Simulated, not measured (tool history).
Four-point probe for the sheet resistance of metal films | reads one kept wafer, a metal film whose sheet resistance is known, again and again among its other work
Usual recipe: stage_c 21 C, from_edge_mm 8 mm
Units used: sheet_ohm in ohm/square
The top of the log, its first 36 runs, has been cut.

run     day  stage_c  from_edge_mm  touches since the probe head was changed  hours of work since the stage's thermometer was calibrated  sheet_ohm
 37  18.229       26            19                                      9303                                                          19  16.043145
 38  18.896       26            19                                      9608                                                          27  16.042648
 39  19.554       26            19                                      9907                                                          35  16.045891
 40  19.908       26            19                                     10068                                                          39  16.041791
 41  20.233       33            26                                     10214                                                          43  15.963577
 42  20.904       22            37                                     10520                                                          51  16.077022
 43  21.504       21            31                                     10794                                                          59  16.083711
 44  21.988       21            31                                     11014                                                          64  16.087554

Below are 4 alternative next runs, each starting from the tool's condition after run 44. Predict each:
  A  22.521       19             6                                     11256                                                          71          ?
  B  22.521       26             3                                     11256                                                          71          ?
  C  22.521       25            57                                     11256                                                          71          ?
  D  22.521       25             6                                     11256                                                          71          ?

run  sheet_ohm
  A  16.204270
  B  16.409878
  C  16.044265
  D  16.148984
Without the tool's hidden state the same runs would have given:
run  sheet_ohm
  A  16.340603
  B  16.547729
  C  16.179295
  D  16.284834
